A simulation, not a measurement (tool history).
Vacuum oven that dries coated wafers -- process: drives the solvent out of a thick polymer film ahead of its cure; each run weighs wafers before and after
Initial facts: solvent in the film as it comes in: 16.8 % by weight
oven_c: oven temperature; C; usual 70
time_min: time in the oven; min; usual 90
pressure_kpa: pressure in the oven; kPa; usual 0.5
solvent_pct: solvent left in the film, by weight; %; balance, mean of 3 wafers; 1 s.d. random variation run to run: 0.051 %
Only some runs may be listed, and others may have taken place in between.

run 1 day=0 | oven_c=70 time_min=90 pressure_kpa=0.5 | solvent_pct=0.93
run 2 day=1.517 | oven_c=70 time_min=90 pressure_kpa=0.5 | solvent_pct=0.95
run 3 day=2.788 | oven_c=70 time_min=90 pressure_kpa=0.5 | solvent_pct=1.04
run 4 day=4.267 | oven_c=70 time_min=90 pressure_kpa=0.5 | solvent_pct=1.01
run 5 day=5.5 | oven_c=70 time_min=73 pressure_kpa=0.5 | solvent_pct=1.44
run 6 day=6.542 | oven_c=59 time_min=90 pressure_kpa=0.5 | solvent_pct=4.3
run 7 day=7.888 | oven_c=59 time_min=90 pressure_kpa=0.5 | solvent_pct=4.32
run 8 day=10.108 | oven_c=71 time_min=124 pressure_kpa=0.869 | solvent_pct=0.78
-- day=11.358 oven's thermocouples calibrated
run 9 day=11.883 | oven_c=70 time_min=66 pressure_kpa=0.532 | solvent_pct=1.85
run 10 day=14.1 | oven_c=83 time_min=63 pressure_kpa=1.421 | solvent_pct=0.63
run 11 day=15.204 | oven_c=83 time_min=63 pressure_kpa=1.421 | solvent_pct=0.71
run 12 day=16.258 | oven_c=69 time_min=85 pressure_kpa=0.299 | solvent_pct=1.16
run 13 day=17.412 | oven_c=82 time_min=90 pressure_kpa=0.3 | solvent_pct=0.19

Run 14 has not been measured yet. What should we expect?
run 14 day=18.758 | oven_c=78 time_min=90 pressure_kpa=0.641 | solvent_pct=?

Run 14 yielded solvent_pct 0.4 %.
If the tool had no hidden condition, the same run with the same run-to-run variation would have returned solvent_pct 0.39 %.
